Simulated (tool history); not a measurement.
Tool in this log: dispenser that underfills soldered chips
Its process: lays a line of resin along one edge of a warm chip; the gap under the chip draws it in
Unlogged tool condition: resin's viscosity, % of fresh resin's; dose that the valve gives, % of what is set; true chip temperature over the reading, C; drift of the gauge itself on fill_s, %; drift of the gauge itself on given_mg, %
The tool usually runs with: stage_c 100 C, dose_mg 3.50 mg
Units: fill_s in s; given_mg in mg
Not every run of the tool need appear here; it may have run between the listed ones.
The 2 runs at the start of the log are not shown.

run,hour,stage_c,dose_mg,hours of work since the syringe was changed,hours of work since the valve was cleaned,hours of work since the stage was calibrated,fill_s,given_mg
# hour 9.3: new syringe of resin
3,17.4,100,3.50,6,72,44,29.5,3.29
# hour 24.0: new syringe of resin
4,25.1,100,3.50,1,77,49,21.5,3.26
5,31.0,100,3.50,5,81,53,28.7,3.26
# hour 38.3: new syringe of resin
6,38.3,100,3.50,0,86,58,20.6,3.25
7,45.4,100,3.50,5,91,63,28.8,3.23
# hour 52.6: new syringe of resin
8,52.7,100,3.50,0,96,68,20.7,3.26
9,58.5,100,3.50,4,100,72,27.8,3.21
10,66.5,100,3.50,10,106,78,41.9,3.18
# hour 67.2: new syringe of resin
11,73.1,102,3.50,4,110,82,26.0,3.18
12,79.2,100,3.33,8,115,86,37.5,3.06
# hour 81.7: new syringe of resin
13,84.2,100,4.26,2,118,90,22.3,3.87
14,88.4,100,3.02,5,121,93,29.5,2.71
15,93.4,85,3.02,8,124,96,55.3,2.68
# hour 96.0: new syringe of resin
16,98.7,100,3.36,2,128,100,23.5,3.05
17,104.7,94,3.36,6,132,104,36.7,3.01
18,109.3,100,3.13,9,135,107,39.5,2.79
# hour 110.4: new syringe of resin
19,117.9,104,4.41,5,141,113,26.4,3.92
20,123.8,102,3.00,9,145,117,40.0,2.64
# hour 124.8: new syringe of resin
# hour 131.3: dispensing valve cleaned and set on the balance
21,131.3,89,3.94,4,0,121,35.4,3.92
22,137.8,105,3.33,8,5,126,31.8,3.28
# hour 140.2: new syringe of resin
23,142.8,98,3.92,2,8,129,23.9,3.92

Run 24 has not been measured yet. What should we expect?
24,147.4,101,4.14,5,11,133,?,?

{"run 24": {"fill_s": 26.9, "given_mg": 4.1}}
Without the tool's hidden state the same run would have given fill_s 18.8 s, given_mg 4.13 mg.
